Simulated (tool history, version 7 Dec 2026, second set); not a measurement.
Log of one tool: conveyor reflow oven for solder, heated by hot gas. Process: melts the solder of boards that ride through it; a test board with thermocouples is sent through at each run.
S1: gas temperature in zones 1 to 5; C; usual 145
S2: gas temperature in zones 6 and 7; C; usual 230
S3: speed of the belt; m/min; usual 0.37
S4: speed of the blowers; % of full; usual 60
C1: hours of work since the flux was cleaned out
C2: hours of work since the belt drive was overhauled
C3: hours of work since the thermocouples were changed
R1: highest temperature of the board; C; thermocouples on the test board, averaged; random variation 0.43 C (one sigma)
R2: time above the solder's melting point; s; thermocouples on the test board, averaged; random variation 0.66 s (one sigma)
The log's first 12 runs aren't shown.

-- hour=308.6 belt drive overhauled, speed set with a stopwatch
run 13 hour=321.6 | S1=160 S2=230 S3=0.37 S4=60 | C1=127 C2=10 C3=447 | R1=216.6 R2=83.1
run 14 hour=357.1 | S1=151 S2=230 S3=0.37 S4=60 | C1=155 C2=38 C3=474 | R1=213.6 R2=76
run 15 hour=397.4 | S1=145 S2=230 S3=0.359 S4=60 | C1=186 C2=69 C3=506 | R1=213.5 R2=74.7
run 16 hour=427.5 | S1=145 S2=230 S3=0.359 S4=60 | C1=210 C2=92 C3=529 | R1=213.5 R2=73.6
run 17 hour=453.2 | S1=145 S2=233 S3=0.359 S4=88 | C1=230 C2=112 C3=549 | R1=221.8 R2=82.1
run 18 hour=473.1 | S1=145 S2=233 S3=0.359 S4=88 | C1=245 C2=128 C3=565 | R1=221 R2=82
run 19 hour=497.3 | S1=145 S2=230 S3=0.42 S4=85 | C1=264 C2=147 C3=583 | R1=213.2 R2=61.2
run 20 hour=519.5 | S1=145 S2=230 S3=0.42 S4=85 | C1=281 C2=164 C3=601 | R1=213.5 R2=62.9
run 21 hour=557.1 | S1=134 S2=230 S3=0.42 S4=85 | C1=310 C2=193 C3=630 | R1=210.7 R2=53.8
-- hour=563.3 thermocouples of zones 6 and 7 changed
run 22 hour=593.9 | S1=134 S2=243 S3=0.327 S4=73 | C1=337 C2=220 C3=24 | R1=226.5 R2=89.8
run 23 hour=614 | S1=134 S2=243 S3=0.327 S4=73 | C1=353 C2=236 C3=39 | R1=226.1 R2=89.7
run 24 hour=652.2 | S1=148 S2=230 S3=0.4 S4=60 | C1=383 C2=265 C3=69 | R1=208.2 R2=59.9
run 25 hour=687.3 | S1=140 S2=240 S3=0.316 S4=70 | C1=410 C2=293 C3=96 | R1=224.9 R2=96.1
run 26 hour=722 | S1=145 S2=231 S3=0.37 S4=61 | C1=437 C2=320 C3=123 | R1=210.6 R2=68.4
-- hour=748.5 flux residue cleaned out of gas plates and filters
run 27 hour=759 | S1=149 S2=230 S3=0.37 S4=60 | C1=8 C2=344 C3=148 | R1=213.6 R2=75.1
run 28 hour=799.7 | S1=145 S2=230 S3=0.412 S4=90 | C1=40 C2=376 C3=180 | R1=215.7 R2=67.9
run 29 hour=816.5 | S1=151 S2=244 S3=0.433 S4=58 | C1=53 C2=389 C3=193 | R1=219.7 R2=68.4
run 30 hour=843 | S1=157 S2=221 S3=0.37 S4=60 | C1=73 C2=410 C3=213 | R1=208.5 R2=73
run 31 hour=881.5 | S1=157 S2=244 S3=0.351 S4=54 | C1=103 C2=440 C3=243 | R1=227.5 R2=95.5

4 ways to go on from here, each from the tool as it stands after run 31. What would each give?
run A hour=914.5 | S1=145 S2=244 S3=0.339 S4=60 | C1=129 C2=465 C3=269 | R1=? R2=?
run B hour=914.5 | S1=157 S2=228 S3=0.423 S4=74 | C1=129 C2=465 C3=269 | R1=? R2=?
run C hour=914.5 | S1=157 S2=228 S3=0.351 S4=69 | C1=129 C2=465 C3=269 | R1=? R2=?
run D hour=914.5 | S1=159 S2=225 S3=0.322 S4=54 | C1=129 C2=465 C3=269 | R1=? R2=?

run=A R1=227.5 R2=92.9
run=B R1=212.5 R2=67.1
run=C R1=217.2 R2=87.9
run=D R1=212.9 R2=94.1
Without the tool's hidden state the same runs would have given:
run=A R1=227.3 R2=92
run=B R1=212.4 R2=66.7
run=C R1=216.8 R2=87.1
run=D R1=212.4 R2=93.1
